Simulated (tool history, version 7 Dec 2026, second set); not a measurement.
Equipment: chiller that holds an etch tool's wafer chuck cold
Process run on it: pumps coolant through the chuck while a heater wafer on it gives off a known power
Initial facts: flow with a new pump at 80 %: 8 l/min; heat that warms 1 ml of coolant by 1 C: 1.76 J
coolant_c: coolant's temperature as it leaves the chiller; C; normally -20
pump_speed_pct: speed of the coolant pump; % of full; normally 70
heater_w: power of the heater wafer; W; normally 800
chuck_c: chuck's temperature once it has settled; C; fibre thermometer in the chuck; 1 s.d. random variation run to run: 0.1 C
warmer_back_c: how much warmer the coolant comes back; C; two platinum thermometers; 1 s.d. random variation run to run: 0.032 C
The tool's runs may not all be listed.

run,hour,coolant_c,pump_speed_pct,heater_w,chuck_c,warmer_back_c
1,0.0,-20,70,800,-9.7,4.06
2,33.4,-11,70,800,-0.9,3.98
3,89.9,-11,70,800,-0.5,3.98
4,121.7,-20,70,800,-9.8,4.01
5,156.1,-20,66,800,-9.1,4.22
6,197.7,-24,70,800,-13.5,4.02
7,240.2,-11,70,800,-0.6,3.99
8,289.5,-11,70,800,-0.8,3.98
9,336.7,-29,70,800,-18.6,4.02
10,374.9,-20,70,800,-9.5,4.04
11,427.2,-20,70,800,-9.5,3.98
12,470.6,-20,70,800,-9.7,4.06
13,520.7,-20,70,800,-9.5,4.07
14,562.5,-20,70,800,-9.5,4.05
15,613.0,-20,67,800,-9.4,4.19
# hour 647.6: chiller's thermometer calibrated
16,664.4,-20,70,800,-9.3,3.98
17,699.3,-29,61,701,-18.8,4.04
18,734.1,-29,86,807,-19.6,3.39
19,763.4,-28,97,511,-22.4,1.90
20,805.8,-28,97,511,-22.4,1.91
21,842.7,-28,97,511,-22.6,1.96
22,875.1,-20,70,438,-14.0,2.20
23,920.8,-19,70,571,-11.4,2.91
24,970.2,-20,70,1079,-5.3,5.44
25,1028.9,-17,61,1046,-1.4,6.04
26,1073.3,-20,68,423,-14.2,2.22
27,1115.6,-10,78,652,-1.9,3.00
# hour 1145.7: coolant changed, channels flushed
28,1145.7,-10,78,437,-5.2,2.06
29,1179.5,-27,70,1193,-11.9,6.09
30,1233.2,-27,70,1193,-11.9,6.12
31,1277.0,-20,84,1104,-7.7,4.75
32,1333.0,-20,66,873,-8.5,4.76

Forecast each of these 3 alternatives for the next run:
A,1383.8,-23,74,625,?,?
B,1383.8,-15,97,505,?,?
C,1383.8,-20,79,775,?,?

run,chuck_c,warmer_back_c
A,-15.4,3.06
B,-9.8,1.85
C,-10.9,3.49
What these runs would have given with no unlogged condition in the tool:
run,chuck_c,warmer_back_c
A,-15.8,2.89
B,-10.1,1.74
C,-11.4,3.29
